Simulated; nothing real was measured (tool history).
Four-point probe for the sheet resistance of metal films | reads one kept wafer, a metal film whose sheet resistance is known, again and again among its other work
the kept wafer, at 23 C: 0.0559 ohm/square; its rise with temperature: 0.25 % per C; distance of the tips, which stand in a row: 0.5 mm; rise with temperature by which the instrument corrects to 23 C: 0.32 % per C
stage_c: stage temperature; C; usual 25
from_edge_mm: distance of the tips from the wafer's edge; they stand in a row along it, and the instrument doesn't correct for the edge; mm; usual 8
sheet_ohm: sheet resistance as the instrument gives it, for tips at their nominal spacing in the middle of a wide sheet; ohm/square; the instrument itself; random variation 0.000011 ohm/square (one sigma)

run   hour  stage_c  from_edge_mm  sheet_ohm
  1      0       25             8   0.056034
  2   23.5       25             8   0.056031
  3   35.3       25             8   0.056023
  4   57.4       25             8   0.056024
  5   75.5       25            47   0.055926
  6   90.4       25             8   0.056025
  7  108.9       25             8      0.056
  8  136.3       25             8   0.056051
  9  159.5       25             8   0.056042
 10  172.1       25             8   0.056027
 11  199.2       25             8    0.05605
 12  220.6       25             8   0.056043
 13  243.6       25            48   0.055937
 14  266.9       25            48   0.055935
 15  285.7       25            48   0.055939
 16  297.7       25            48   0.055959
 17  326.4       24            48   0.055992
 18  340.9       25             8   0.056076
 19  357.7       25             8   0.056047
 20  372.7       25             8    0.05606
 21  398.4       25             6   0.056169
 22  414.6       25             6   0.056166
 23  442.7       25            12   0.055998
 24  463.1       19            15   0.056217
 25  484.9       19            61    0.05618
 26  498.6       19             5   0.056485
 27  526.2       31             3   0.056562
 28  547.9       25             9   0.056057
 29  563.2       25             7   0.056122
 30  588.6       25             7   0.056126
 31  600.6       21            39   0.056099
 32  622.3       21            39   0.056108
 33    635       18            21   0.056259
 34    652       25            12   0.056018
 35  677.3       21            68   0.056126
 36  698.3       20            18   0.056206
 37  725.7       18            10   0.056314
 38  739.5       20            35   0.056161
 39  757.7       20            35   0.056179
 40  786.4       27            13   0.055945
 41  814.4       18            14   0.056299
 42  827.3       25             6   0.056204
 43  846.4       25             6   0.056209
 44  873.6       32             4   0.056206
 45  899.5       25             9   0.056095

Hidden state or all else? Some run-to-run changes of sheet_ohm, split into what the settings, what came in and random variation would give without the hidden state, and what is left for the hidden state (with any gauge scatter that isn't in both results):
The hidden state here: inner tips' distance over the nominal, %; tips' flats over new ones', %; wafer's true temperature over the reading, C; drift of the gauge itself on sheet_ohm, %.
Run 20 -> 21: from_edge_mm 8 -> 6. sheet_ohm +0.000109 ohm/square: hidden state +0.000004, all else +0.000105.
Run 25 -> 26: from_edge_mm 61 -> 5. sheet_ohm +0.000305 ohm/square: hidden state +0.000001, all else +0.000304.
Run 26 -> 27: stage_c 19 -> 31, from_edge_mm 5 -> 3. sheet_ohm +0.000077 ohm/square: hidden state +0.000005, all else +0.000072.
Run 27 -> 28: stage_c 31 -> 25, from_edge_mm 3 -> 9. sheet_ohm -0.000505 ohm/square: hidden state +0, all else -0.000505.
Run 40 -> 41: stage_c 27 -> 18, from_edge_mm 13 -> 14. sheet_ohm +0.000354 ohm/square: hidden state +0.000003, all else +0.000351.
Run 43 -> 44: stage_c 25 -> 32, from_edge_mm 6 -> 4. sheet_ohm -0.000003 ohm/square: hidden state +0.000004, all else -0.000007.
